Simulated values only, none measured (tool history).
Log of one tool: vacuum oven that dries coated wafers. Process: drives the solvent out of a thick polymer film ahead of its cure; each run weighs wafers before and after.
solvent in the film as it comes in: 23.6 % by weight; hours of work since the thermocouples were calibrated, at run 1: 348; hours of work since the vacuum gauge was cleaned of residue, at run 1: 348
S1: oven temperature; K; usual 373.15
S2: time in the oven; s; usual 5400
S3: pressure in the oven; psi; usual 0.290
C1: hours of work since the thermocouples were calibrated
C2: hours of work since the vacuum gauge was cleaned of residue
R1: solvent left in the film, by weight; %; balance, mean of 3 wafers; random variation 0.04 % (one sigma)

| run | day | S1 | S2 | S3 | C1 | C2 | R1 |
|---|---|---|---|---|---|---|---|
| 1 | 0.000 | 373.15 | 5400 | 0.290 | 348 | 348 | 2.34 |
| 2 | 1.571 | 373.15 | 5400 | 0.290 | 372 | 372 | 2.29 |
| 3 | 2.679 | 373.15 | 5400 | 0.290 | 389 | 389 | 2.31 |
| 4 | 3.983 | 373.15 | 5400 | 0.290 | 409 | 409 | 2.36 |
| 5 | 6.021 | 373.15 | 5400 | 0.290 | 440 | 440 | 2.34 |
| 6 | 7.725 | 373.15 | 5400 | 0.290 | 466 | 466 | 2.27 |
| 7 | 10.175 | 373.15 | 5400 | 0.290 | 503 | 503 | 2.32 |
| 8 | 12.538 | 373.15 | 5400 | 0.290 | 539 | 539 | 2.39 |
| 9 | 14.562 | 373.15 | 5400 | 0.290 | 570 | 570 | 2.36 |
| 10 | 16.342 | 366.15 | 9600 | 0.339 | 597 | 597 | 2.49 |
| 11 | 17.646 | 366.15 | 9600 | 0.339 | 617 | 617 | 2.49 |
| 12 | 20.258 | 380.15 | 5400 | 0.676 | 657 | 657 | 2.65 |
| 13 | 22.033 | 385.15 | 4380 | 0.255 | 684 | 684 | 1.07 |
| 14 | 23.096 | 368.15 | 9240 | 0.284 | 700 | 700 | 1.94 |
| 15 | 24.962 | 368.15 | 9240 | 0.284 | 728 | 728 | 2.03 |
| 16 | 26.867 | 368.15 | 9240 | 0.284 | 757 | 757 | 1.95 |

Forecast each of these 4 alternatives for the next run:
| A | 29.462 | 385.15 | 8040 | 0.168 | 797 | 797 | ? |
| B | 29.462 | 380.15 | 5760 | 0.290 | 797 | 797 | ? |
| C | 29.462 | 368.15 | 8520 | 0.284 | 797 | 797 | ? |
| D | 29.462 | 373.15 | 4020 | 0.290 | 797 | 797 | ? |

| run | R1 |
|---|---|
| A | 0.54 |
| B | 1.33 |
| C | 2.11 |
| D | 3.42 |
Without the tool's hidden state the same runs would have given:
| run | R1 |
|---|---|
| A | 0.46 |
| B | 1.27 |
| C | 2.02 |
| D | 3.42 |
